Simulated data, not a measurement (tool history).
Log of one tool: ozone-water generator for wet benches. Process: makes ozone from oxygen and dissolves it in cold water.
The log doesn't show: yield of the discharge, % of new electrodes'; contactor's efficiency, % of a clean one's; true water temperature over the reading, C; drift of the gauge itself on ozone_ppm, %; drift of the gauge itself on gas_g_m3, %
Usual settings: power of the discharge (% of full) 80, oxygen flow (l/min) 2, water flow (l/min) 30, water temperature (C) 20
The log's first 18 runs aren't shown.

| run | hour | power of the discharge (% of full) | oxygen flow (l/min) | water flow (l/min) | water temperature (C) | hours of work since the electrodes were changed | hours of work since the contactor was cleaned | hours of work since the thermometer was calibrated | dissolved ozone (ppm) | ozone in the gas ahead of the water (g/m3) |
|---|---|---|---|---|---|---|---|---|---|---|
| 19 | 810.7 | 80 | 2 | 20 | 13 | 2130 | 8259 | 2415 | 15.1 | 267.2 |
| 20 | 866.4 | 82 | 1.9 | 22 | 24 | 2179 | 8307 | 2463 | 13 | 279.7 |
| 21 | 906 | 81 | 2 | 30 | 24 | 2213 | 8342 | 2498 | 9.6 | 269.5 |
| 22 | 931.4 | 81 | 2 | 30 | 24 | 2235 | 8364 | 2520 | 9.6 | 270.3 |
| 23 | 986.9 | 77 | 2.09 | 38 | 17 | 2284 | 8412 | 2568 | 7.4 | 254 |
| 24 | 1030.5 | 77 | 2.09 | 38 | 17 | 2322 | 8450 | 2606 | 7.7 | 254.7 |
| 25 | 1078.3 | 56 | 2.09 | 34 | 17 | 2363 | 8492 | 2648 | 6.9 | 212.3 |
| 26 | 1125.3 | 80 | 2.85 | 28 | 12 | 2404 | 8533 | 2689 | 12.3 | 220 |
| 27 | 1183.2 | 77 | 2.52 | 21 | 16 | 2455 | 8583 | 2740 | 14.6 | 230 |
| 28 | 1220.5 | 51 | 2.52 | 22 | 16 | 2487 | 8616 | 2772 | 10.9 | 180.5 |
| 29 | 1254.6 | 60 | 1 | 19 | 23 | 2517 | 8645 | 2802 | 10.3 | 323 |
| 30 | 1283.8 | 60 | 1 | 19 | 23 | 2542 | 8671 | 2827 | 10.2 | 321.6 |
| 31 | 1323.8 | 68 | 1.12 | 21 | 20 | 2577 | 8706 | 2862 | 10.4 | 326.8 |
| 32 | 1383.5 | 48 | 2 | 32 | 14 | 2629 | 8758 | 2914 | 7 | 196.5 |

5 ways to go on from here, each from the tool as it stands after run 32. What would each give?
| A | 1424.3 | 80 | 3.33 | 25 | 20 | 2665 | 8793 | 2950 | ? | ? |
| B | 1424.3 | 80 | 1.31 | 31 | 20 | 2665 | 8793 | 2950 | ? | ? |
| C | 1424.3 | 41 | 1.19 | 30 | 18 | 2665 | 8793 | 2950 | ? | ? |
| D | 1424.3 | 64 | 2 | 25 | 14 | 2665 | 8793 | 2950 | ? | ? |
| E | 1424.3 | 75 | 2.01 | 32 | 18 | 2665 | 8793 | 2950 | ? | ? |

| run | dissolved ozone (ppm) | ozone in the gas ahead of the water (g/m3) |
|---|---|---|
| A | 12.9 | 204.6 |
| B | 8.3 | 335.5 |
| C | 5.5 | 233.2 |
| D | 10.5 | 231.6 |
| E | 8.7 | 259.9 |
Without the tool's hidden state the same runs would have given:
| run | dissolved ozone (ppm) | ozone in the gas ahead of the water (g/m3) |
|---|---|---|
| A | 12.9 | 204.7 |
| B | 8.3 | 335.7 |
| C | 5.5 | 233.3 |
| D | 10.5 | 231.7 |
| E | 8.7 | 260 |
